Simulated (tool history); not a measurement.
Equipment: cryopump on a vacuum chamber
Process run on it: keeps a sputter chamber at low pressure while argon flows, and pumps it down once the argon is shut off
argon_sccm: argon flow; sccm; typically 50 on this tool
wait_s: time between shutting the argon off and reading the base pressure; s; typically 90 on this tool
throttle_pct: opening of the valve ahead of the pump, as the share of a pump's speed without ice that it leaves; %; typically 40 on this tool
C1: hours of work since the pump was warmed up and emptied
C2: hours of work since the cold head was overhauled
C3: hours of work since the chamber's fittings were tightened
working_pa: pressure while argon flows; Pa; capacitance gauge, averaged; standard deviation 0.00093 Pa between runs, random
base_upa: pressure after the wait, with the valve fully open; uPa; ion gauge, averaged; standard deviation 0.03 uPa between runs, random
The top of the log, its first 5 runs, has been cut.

Run 6, hour 159.4: usual settings but argon_sccm 25 sccm; C1 390; C2 1217; C3 1113. Result: working_pa 0.103 Pa, base_upa 3.17 uPa.
Run 7, hour 183.1: usual settings but argon_sccm 22 sccm; C1 409; C2 1236; C3 1132. Result: working_pa 0.0907 Pa, base_upa 2.97 uPa.
Run 8, hour 214.2: usual settings but throttle_pct 24 %; C1 434; C2 1260; C3 1157. Result: working_pa 0.3364 Pa, base_upa 3.21 uPa.
Run 9, hour 244.5: usual settings but throttle_pct 24 %; C1 458; C2 1285; C3 1181. Result: working_pa 0.3376 Pa, base_upa 3.31 uPa.
Run 10, hour 280.1: usual settings but throttle_pct 24 %; C1 486; C2 1313; C3 1209. Result: working_pa 0.3371 Pa, base_upa 3.31 uPa.
Run 11, hour 311.6: usual settings but throttle_pct 24 %; C1 511; C2 1338; C3 1234. Result: working_pa 0.3384 Pa, base_upa 3.44 uPa.
Run 12, hour 353.7: usual settings but throttle_pct 24 %; C1 545; C2 1372; C3 1268. Result: working_pa 0.3401 Pa, base_upa 3.45 uPa.
Run 13, hour 382.6: usual settings; C1 568; C2 1395; C3 1291. Result: working_pa 0.211 Pa, base_upa 3.51 uPa.
Run 14, hour 404.3: usual settings; C1 585; C2 1412; C3 1308. Result: working_pa 0.2117 Pa, base_upa 3.45 uPa.
Run 15, hour 434.3: usual settings but wait_s 270 s; C1 609; C2 1436; C3 1332. Result: working_pa 0.212 Pa, base_upa 2.8 uPa.
Run 16, hour 459: usual settings but wait_s 34 s; C1 629; C2 1455; C3 1352. Result: working_pa 0.2123 Pa, base_upa 5.62 uPa.
Run 17, hour 476.8: usual settings; C1 643; C2 1469; C3 1366. Result: working_pa 0.2128 Pa, base_upa 3.59 uPa.
Run 18, hour 506.6: usual settings but throttle_pct 50 %; C1 667; C2 1493; C3 1390. Result: working_pa 0.1747 Pa, base_upa 3.75 uPa.
Run 19, hour 532.4: usual settings but throttle_pct 50 %; C1 687; C2 1514; C3 1410. Result: working_pa 0.1745 Pa, base_upa 3.74 uPa.
Run 20, hour 560.7: usual settings but throttle_pct 50 %; C1 710; C2 1536; C3 1433. Result: working_pa 0.1762 Pa, base_upa 3.85 uPa.
Run 21, hour 580.1: usual settings but wait_s 39 s, throttle_pct 21 %; C1 725; C2 1552; C3 1448. Result: working_pa 0.3908 Pa, base_upa 5.35 uPa.
Run 22, hour 613.2: usual settings but wait_s 39 s, throttle_pct 21 %; C1 752; C2 1578; C3 1475. Result: working_pa 0.3943 Pa, base_upa 5.48 uPa.
Run 23, hour 653.1: usual settings but argon_sccm 51 sccm, wait_s 39 s, throttle_pct 21 %; C1 783; C2 1610; C3 1506. Result: working_pa 0.4013 Pa, base_upa 5.57 uPa.
At hour 682.7: pump warmed up, emptied and cooled again.
Run 24, hour 692: usual settings but argon_sccm 75 sccm, wait_s 53 s; C1 7; C2 1637; C3 1533. Result: working_pa 0.2961 Pa, base_upa 4.3 uPa.
Run 25, hour 718.9: usual settings but argon_sccm 24 sccm, wait_s 75 s, throttle_pct 19 %; C1 29; C2 1658; C3 1555. Result: working_pa 0.1962 Pa, base_upa 3.73 uPa.
Run 26, hour 744.3: usual settings but argon_sccm 48 sccm, throttle_pct 29 %; C1 49; C2 1678; C3 1575. Result: working_pa 0.2606 Pa, base_upa 3.52 uPa.
Run 27, hour 780.3: usual settings but argon_sccm 55 sccm, wait_s 85 s; C1 78; C2 1707; C3 1604. Result: working_pa 0.2184 Pa, base_upa 3.78 uPa.
Run 28, hour 807.2: usual settings but argon_sccm 23 sccm, wait_s 150 s, throttle_pct 24 %; C1 99; C2 1728; C3 1625. Result: working_pa 0.1511 Pa, base_upa 3.11 uPa.

What does the tool deliver on the next run?
Run 29, hour 838.6: usual settings but argon_sccm 23 sccm, wait_s 150 s, throttle_pct 24 %; C1 124; C2 1753; C3 1650. Result: working_pa ?, base_upa ?.

working_pa: 0.1503 Pa
base_upa: 3.15 uPa
Take away the tool's hidden state, keep the run-to-run variation as it was, and the same run would have given working_pa 0.1482 Pa, base_upa 0.98 uPa.
